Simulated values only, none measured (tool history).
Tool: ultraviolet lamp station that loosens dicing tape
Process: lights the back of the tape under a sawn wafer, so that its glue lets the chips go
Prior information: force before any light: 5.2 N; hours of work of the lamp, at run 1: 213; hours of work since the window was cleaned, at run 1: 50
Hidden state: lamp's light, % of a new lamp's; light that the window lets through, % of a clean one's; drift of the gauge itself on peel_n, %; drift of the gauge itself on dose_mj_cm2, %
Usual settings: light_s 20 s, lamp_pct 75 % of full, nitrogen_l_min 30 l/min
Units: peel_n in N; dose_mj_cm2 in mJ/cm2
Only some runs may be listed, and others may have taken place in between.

| run | hour | light_s | lamp_pct | nitrogen_l_min | hours of work of the lamp | hours of work since the window was cleaned | peel_n | dose_mj_cm2 |
|---|---|---|---|---|---|---|---|---|
| 1 | 0.0 | 20 | 75 | 30 | 213 | 50 | 0.956 | 434 |
| 2 | 20.4 | 12 | 75 | 30 | 228 | 65 | 1.904 | 257 |
| 3 | 35.1 | 20 | 75 | 30 | 238 | 75 | 1.105 | 425 |
| 4 | 55.4 | 20 | 75 | 30 | 252 | 89 | 1.057 | 422 |
| 5 | 77.8 | 20 | 75 | 20 | 268 | 105 | 1.257 | 415 |
| 6 | 91.1 | 20 | 75 | 20 | 278 | 115 | 1.310 | 412 |
| 7 | 105.2 | 20 | 75 | 30 | 288 | 125 | 1.147 | 409 |
| 8 | 129.5 | 20 | 75 | 30 | 305 | 142 | 1.081 | 403 |
| 9 | 151.1 | 20 | 75 | 30 | 320 | 157 | 1.135 | 396 |
| 10 | 161.1 | 20 | 75 | 30 | 327 | 164 | 1.168 | 396 |
| 11 | 178.3 | 20 | 75 | 30 | 340 | 177 | 1.136 | 398 |
| 12 | 189.6 | 20 | 75 | 14 | 348 | 185 | 1.703 | 389 |
| 13 | 211.0 | 20 | 75 | 14 | 363 | 200 | 1.709 | 388 |
| 14 | 224.5 | 20 | 75 | 14 | 373 | 210 | 1.745 | 385 |
| 15 | 241.9 | 20 | 75 | 14 | 385 | 222 | 1.771 | 379 |
| 16 | 254.5 | 20 | 75 | 30 | 394 | 231 | 1.258 | 377 |
| 17 | 274.6 | 20 | 75 | 30 | 408 | 245 | 1.256 | 376 |
| 18 | 286.3 | 20 | 75 | 30 | 416 | 253 | 1.261 | 368 |
| 19 | 306.2 | 20 | 76 | 30 | 431 | 268 | 1.242 | 372 |
| 20 | 319.8 | 20 | 75 | 13 | 440 | 277 | 1.864 | 363 |
|  | 321.7 | window cleaned of glue's vapour |
| 21 | 332.8 | 20 | 75 | 30 | 449 | 8 | 1.353 | 351 |
| 22 | 348.6 | 20 | 75 | 30 | 460 | 19 | 1.426 | 338 |
| 23 | 360.7 | 20 | 75 | 30 | 469 | 28 | 1.428 | 339 |
| 24 | 375.2 | 20 | 77 | 30 | 479 | 38 | 1.381 | 345 |
|  | 379.3 | window cleaned of glue's vapour, once more |
| 25 | 388.6 | 20 | 75 | 22 | 488 | 7 | 1.304 | 409 |
| 26 | 400.0 | 20 | 75 | 22 | 497 | 15 | 1.259 | 405 |
| 27 | 419.9 | 20 | 75 | 22 | 511 | 29 | 1.332 | 403 |
| 28 | 439.3 | 25 | 77 | 30 | 525 | 43 | 0.782 | 511 |
| 29 | 457.8 | 20 | 89 | 20 | 538 | 56 | 1.149 | 468 |
| 30 | 468.6 | 20 | 75 | 10 | 545 | 63 | 2.017 | 392 |
| 31 | 487.4 | 20 | 75 | 10 | 559 | 77 | 1.976 | 389 |
| 32 | 511.2 | 20 | 75 | 10 | 576 | 94 | 1.947 | 380 |
| 33 | 525.1 | 20 | 75 | 10 | 585 | 104 | 2.002 | 379 |
| 34 | 535.4 | 25 | 75 | 13 | 593 | 111 | 1.438 | 467 |
| 35 | 547.2 | 22 | 70 | 25 | 601 | 119 | 1.350 | 383 |
| 36 | 563.0 | 36 | 75 | 35 | 612 | 131 | 0.465 | 666 |
| 37 | 583.0 | 36 | 75 | 35 | 627 | 145 | 0.476 | 658 |
| 38 | 595.8 | 20 | 76 | 30 | 636 | 154 | 1.271 | 368 |
| 39 | 607.7 | 28 | 96 | 18 | 644 | 162 | 0.764 | 646 |
| 40 | 624.9 | 28 | 96 | 18 | 656 | 175 | 0.807 | 644 |
| 41 | 641.4 | 37 | 80 | 30 | 668 | 186 | 0.485 | 702 |
| 42 | 653.8 | 37 | 80 | 30 | 677 | 195 | 0.504 | 693 |
| 43 | 665.2 | 37 | 80 | 30 | 685 | 203 | 0.511 | 690 |
| 44 | 677.4 | 37 | 80 | 30 | 694 | 212 | 0.512 | 684 |

Branching from run 44: 3 alternative next runs. What would each branch give?
| A | 699.3 | 25 | 80 | 30 | 709 | 227 | ? | ? |
| B | 699.3 | 20 | 75 | 30 | 709 | 227 | ? | ? |
| C | 699.3 | 37 | 80 | 24 | 709 | 227 | ? | ? |

| run | peel_n | dose_mj_cm2 |
|---|---|---|
| A | 0.949 | 453 |
| B | 1.430 | 343 |
| C | 0.581 | 683 |
With no hidden state in the tool, these same runs would have given:
| run | peel_n | dose_mj_cm2 |
|---|---|---|
| A | 0.547 | 645 |
| B | 0.885 | 487 |
| C | 0.345 | 970 |
